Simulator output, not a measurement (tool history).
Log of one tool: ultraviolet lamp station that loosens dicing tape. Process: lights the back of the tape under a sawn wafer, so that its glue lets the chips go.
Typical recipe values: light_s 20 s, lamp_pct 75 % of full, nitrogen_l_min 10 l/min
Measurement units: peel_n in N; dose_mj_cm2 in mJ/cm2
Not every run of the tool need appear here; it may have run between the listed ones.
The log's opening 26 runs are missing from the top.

{"run": 27, "hour": 225.0, "light_s": 35, "lamp_pct": 84, "nitrogen_l_min": 7, "peel_n": 0.335, "dose_mj_cm2": 795}
{"run": 28, "hour": 234.5, "light_s": 18, "lamp_pct": 99, "nitrogen_l_min": 11, "peel_n": 0.674, "dose_mj_cm2": 480}
{"run": 29, "hour": 242.0, "light_s": 29, "lamp_pct": 75, "nitrogen_l_min": 8, "peel_n": 0.558, "dose_mj_cm2": 586}
{"run": 30, "hour": 250.1, "light_s": 34, "lamp_pct": 86, "nitrogen_l_min": 10, "peel_n": 0.317, "dose_mj_cm2": 774}
{"run": 31, "hour": 261.2, "light_s": 12, "lamp_pct": 89, "nitrogen_l_min": 9, "peel_n": 2.08, "dose_mj_cm2": 288}
{"run": 32, "hour": 273.8, "light_s": 12, "lamp_pct": 89, "nitrogen_l_min": 9, "peel_n": 2.068, "dose_mj_cm2": 283}
{"run": 33, "hour": 279.2, "light_s": 12, "lamp_pct": 89, "nitrogen_l_min": 9, "peel_n": 2.081, "dose_mj_cm2": 287}
{"run": 34, "hour": 286.9, "light_s": 17, "lamp_pct": 65, "nitrogen_l_min": 4, "peel_n": 2.863, "dose_mj_cm2": 293}
{"run": 35, "hour": 297.7, "light_s": 13, "lamp_pct": 65, "nitrogen_l_min": 10, "peel_n": 2.768, "dose_mj_cm2": 224}
{"run": 36, "hour": 304.2, "light_s": 31, "lamp_pct": 79, "nitrogen_l_min": 20, "peel_n": 0.304, "dose_mj_cm2": 651}
{"run": 37, "hour": 313.6, "light_s": 31, "lamp_pct": 79, "nitrogen_l_min": 20, "peel_n": 0.305, "dose_mj_cm2": 647}

Expected results for the next run?
{"run": 38, "hour": 322.5, "light_s": 31, "lamp_pct": 79, "nitrogen_l_min": 20, "peel_n": "?", "dose_mj_cm2": "?"}

{"run 38": {"peel_n": 0.307, "dose_mj_cm2": 657}}
If the tool had no hidden condition, the same run with the same run-to-run variation would have returned peel_n 0.28 N, dose_mj_cm2 721 mJ/cm2.

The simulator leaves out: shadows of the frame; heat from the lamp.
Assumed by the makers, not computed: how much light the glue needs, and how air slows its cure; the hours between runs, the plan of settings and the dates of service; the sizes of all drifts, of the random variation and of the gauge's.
